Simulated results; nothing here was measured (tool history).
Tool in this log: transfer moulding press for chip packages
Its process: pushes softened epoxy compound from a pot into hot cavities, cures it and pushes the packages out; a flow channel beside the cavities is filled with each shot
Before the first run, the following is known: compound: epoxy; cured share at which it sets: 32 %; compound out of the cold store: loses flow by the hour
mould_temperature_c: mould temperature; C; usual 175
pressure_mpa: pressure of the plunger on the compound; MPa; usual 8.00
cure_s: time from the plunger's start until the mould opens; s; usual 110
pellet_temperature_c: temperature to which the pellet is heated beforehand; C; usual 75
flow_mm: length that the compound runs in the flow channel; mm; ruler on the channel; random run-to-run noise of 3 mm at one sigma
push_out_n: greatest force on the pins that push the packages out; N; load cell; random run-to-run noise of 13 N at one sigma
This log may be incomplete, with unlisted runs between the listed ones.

run,hour,mould_temperature_c,pressure_mpa,cure_s,pellet_temperature_c,incoming compound's hours out of the cold store,flow_mm,push_out_n
1,0.0,175,8.00,110,75,29.0,889,668
# hour 40.4: cavities cleaned with cleaning compound and waxed
2,56.4,175,8.00,110,75,21.0,934,1139
# hour 86.3: cavities cleaned with cleaning compound and waxed
3,119.6,175,7.08,110,75,44.4,743,845
# hour 133.7: cavities cleaned with cleaning compound and waxed
# hour 138.6: cavities cleaned with cleaning compound and waxed, once more
4,170.3,175,8.00,110,75,45.4,784,841
# hour 186.2: cavities cleaned with cleaning compound and waxed
5,206.5,175,8.00,110,75,38.4,815,785
# hour 236.2: cavities cleaned with cleaning compound and waxed
6,267.3,175,8.00,110,75,46.6,764,826
# hour 286.5: cavities cleaned with cleaning compound and waxed
7,322.2,175,8.00,110,75,24.0,883,911
# hour 332.4: cavities cleaned with cleaning compound and waxed
# hour 349.8: plunger's sealing rings changed
8,355.3,175,8.00,110,75,13.6,1007,857
# hour 384.0: cavities cleaned with cleaning compound and waxed
9,409.0,175,8.00,100,75,14.8,988,1088
# hour 431.4: cavities cleaned with cleaning compound and waxed
10,450.0,175,6.94,110,75,41.4,773,747
# hour 480.8: cavities cleaned with cleaning compound and waxed
11,514.4,175,8.00,110,75,16.5,976,944
# hour 528.3: cavities cleaned with cleaning compound and waxed
12,545.3,175,8.00,102,75,16.4,965,907
# hour 577.7: cavities cleaned with cleaning compound and waxed
13,578.1,175,8.97,102,75,18.4,1007,705
# hour 624.7: cavities cleaned with cleaning compound and waxed
14,629.9,175,8.97,102,75,17.4,1006,799
# hour 670.7: cavities cleaned with cleaning compound and waxed
15,695.9,175,8.00,126,75,37.3,824,713
# hour 718.3: cavities cleaned with cleaning compound and waxed
16,761.2,175,8.00,126,75,43.2,783,728
# hour 768.8: cavities cleaned with cleaning compound and waxed
17,801.7,170,8.00,110,72,33.9,844,1140
# hour 815.9: cavities cleaned with cleaning compound and waxed
# hour 821.2: mould's thermocouples calibrated
# hour 866.3: cavities cleaned with cleaning compound and waxed
18,874.8,170,8.00,110,72,44.6,782,906
# hour 900.8: plunger's sealing rings changed
# hour 917.6: cavities cleaned with cleaning compound and waxed
19,936.7,175,6.92,110,83,43.6,755,791
# hour 968.2: cavities cleaned with cleaning compound and waxed
20,996.5,175,6.92,110,83,40.5,774,778
# hour 1017.2: cavities cleaned with cleaning compound and waxed
21,1047.0,175,6.92,110,83,27.0,848,848
# hour 1064.6: cavities cleaned with cleaning compound and waxed
22,1097.9,182,9.66,111,73,29.9,952,712
# hour 1113.8: cavities cleaned with cleaning compound and waxed
23,1153.4,175,9.89,122,75,15.3,1079,780
# hour 1160.5: cavities cleaned with cleaning compound and waxed
24,1187.8,175,9.89,122,75,43.6,886,731
# hour 1210.3: cavities cleaned with cleaning compound and waxed
25,1231.6,175,9.89,122,75,18.6,1049,712

Per-run results on a tool with no hidden state, each run keeping its own random variation:
Hidden conditions of the tool in this case: true mould temperature over the reading, C; pressure that reaches the compound, % of what is set; grip of the stained cavities, % over clean ones'; drift of the gauge itself on flow_mm, %; drift of the gauge itself on push_out_n, %.
run,flow_mm,push_out_n
1,908,608
2,961,615
3,770,570
4,817,578
5,853,586
6,806,579
7,937,628
8,1011,653
9,997,789
10,784,565
11,997,657
12,990,729
13,1036,727
14,1041,744
15,859,507
16,824,477
17,892,823
18,831,771
19,759,586
20,783,548
21,863,590
22,974,485
23,1111,516
24,915,512
25,1090,532
